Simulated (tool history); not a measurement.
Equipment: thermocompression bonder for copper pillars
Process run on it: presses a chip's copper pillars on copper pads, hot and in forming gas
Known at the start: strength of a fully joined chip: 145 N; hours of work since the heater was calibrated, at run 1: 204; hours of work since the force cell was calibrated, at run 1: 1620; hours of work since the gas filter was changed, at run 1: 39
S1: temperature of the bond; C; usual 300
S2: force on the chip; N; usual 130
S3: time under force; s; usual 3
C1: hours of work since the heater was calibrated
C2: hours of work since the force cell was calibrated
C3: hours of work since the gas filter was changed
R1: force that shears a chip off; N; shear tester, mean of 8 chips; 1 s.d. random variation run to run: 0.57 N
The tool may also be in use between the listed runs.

run    hour   S1   S2  S3   C1    C2   C3     R1
  1     0.0  300  130   3  204  1620   39   67.0
  2    33.8  300  130   3  223  1639   58   65.9
  3   108.8  300  130   3  264  1680   98   64.4
  4   177.9  300  130   3  301  1717  136   62.7
  5   219.1  300  130   3  324  1740  159   62.6
      244.3  -- forming gas filter changed
  6   292.6  300  130   3  364  1780   26   68.3
  7   328.5  300  130   3  383  1799   46   67.9
  8   371.4  300  130   3  406  1823   69   67.3
  9   420.9  300  130   3  433  1850   96   65.3
 10   483.8  300   89   3  468  1884  131   54.7
 11   541.6  300   89   3  499  1915  162   52.3
      564.0  -- forming gas filter changed
 12   612.6  300   89   3  538  1954   27   58.6
 13   646.5  300   89   3  556  1972   45   57.0
 14   698.2  300  107   3  584  2001   73   62.3
 15   747.8  300  107   3  611  2028  100   60.6
 16   803.4  309  107   3  642  2058  131   64.7
 17   846.7  275  107   3  665  2082  154   47.2
      880.5  -- forming gas filter changed
 18   923.6  283  130   3  707  2123   24   62.1
      929.7  -- heater calibrated with a thermocouple chip
      935.0  -- force cell calibrated
 19   971.6  283  130   3   22    20   48   60.4
 20  1047.4  283  130   3   63    61   89   59.3
 21  1110.8  300   80   3   98    96  124   52.3
 22  1147.7  300   80   3  118   116  144   51.7
     1201.5  -- forming gas filter changed
 23  1215.5  282  123   4  155   153    8   66.2
 24  1246.6  300  139   3  172   170   25   73.9
     1275.3  -- heater calibrated with a thermocouple chip, once more
 25  1316.0  314  176   8   22   206   61  106.7
 26  1364.8  314  176   8   49   233   88  104.9
 27  1416.0  293  111   5   77   261  116   66.4
 28  1468.1  300  130   9  105   289  144   87.4
 29  1511.6  277  141   9  129   313  168   74.5
     1523.7  -- forming gas filter changed
 30  1572.0  277  141   9  162   346   26   84.0
 31  1630.3  300  130   3  193   378   58   66.3
 32  1706.1  302  138   2  235   419   99   56.8
 33  1781.0  302  138   2  276   460  140   57.0
 34  1813.6  329  124   2  293   477  158   65.0
     1837.5  -- forming gas filter changed
 35  1853.0  282  122   2  314   499    8   48.7
 36  1892.1  282  122   7  336   520   30   76.3
 37  1933.7  300  130   2  358   543   52   57.4
 38  1968.9  283  121   6  378   562   72   70.8

What if the next run were any one of these 4? Each begins from the tool's condition after run 38:
  A  2034.0  287  181   8  413  597  107   ?
  B  2034.0  327  190   7  413  597  107   ?
  C  2034.0  290  143   8  413  597  107   ?
  D  2034.0  300  116   2  413  597  107   ?

run     R1
  A   90.5
  B  109.1
  C   85.8
  D   52.5
Without the tool's unlogged condition, the same runs would have read:
run     R1
  A   94.6
  B  115.7
  C   89.4
  D   54.0
